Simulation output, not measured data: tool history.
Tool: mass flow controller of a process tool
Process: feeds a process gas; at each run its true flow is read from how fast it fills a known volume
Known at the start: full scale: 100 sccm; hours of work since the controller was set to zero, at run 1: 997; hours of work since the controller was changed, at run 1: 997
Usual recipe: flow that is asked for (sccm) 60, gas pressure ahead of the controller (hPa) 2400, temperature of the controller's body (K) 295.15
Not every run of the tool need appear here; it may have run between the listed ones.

run,hour,flow that is asked for (sccm),gas pressure ahead of the controller (hPa),temperature of the controller's body (K),hours of work since the controller was set to zero,hours of work since the controller was changed,true flow (%)
1,0.0,60,2400,295.15,997,997,100.81
2,96.3,60,1550,295.15,1060,1060,100.26
3,181.7,60,1550,295.15,1116,1116,100.37
4,269.3,60,1550,295.15,1173,1173,100.33
5,336.9,60,1590,295.15,1217,1217,100.37
6,428.4,60,1590,295.15,1277,1277,100.47
7,526.5,60,2400,295.15,1341,1341,100.84
8,581.3,14,2400,295.15,1377,1377,101.54
9,679.1,60,2400,295.15,1440,1440,100.95
10,777.5,60,2400,295.15,1505,1505,100.87
11,845.4,60,2620,295.15,1549,1549,101.01
12,913.7,60,1820,305.15,1593,1593,99.74
13,988.6,14,1460,295.15,1642,1642,101.48
14,1040.4,26,1640,295.15,1676,1676,100.91
15,1110.7,95,2400,302.15,1722,1722,100.71
16,1194.7,95,2400,302.15,1777,1777,100.73
17,1251.4,17,2400,310.15,1814,1814,100.35
18,1325.7,17,2400,310.15,1862,1862,100.47
19,1410.0,67,1530,297.15,1917,1917,100.53
20,1450.6,60,1930,310.15,1944,1944,99.42

5 ways to go on from here, each from the tool as it stands after run 20. What would each give?
A,1543.4,60,1790,302.15,2005,2005,?
B,1543.4,43,1570,309.15,2005,2005,?
C,1543.4,60,1610,303.15,2005,2005,?
D,1543.4,14,2400,295.15,2005,2005,?
E,1543.4,60,2760,295.15,2005,2005,?

run,true flow (%)
A,100.31
B,99.46
C,100.01
D,102.49
E,101.61
With no hidden state in the tool, these same runs would have given:
run,true flow (%)
A,98.94
B,97.86
C,98.64
D,99.14
E,100.24
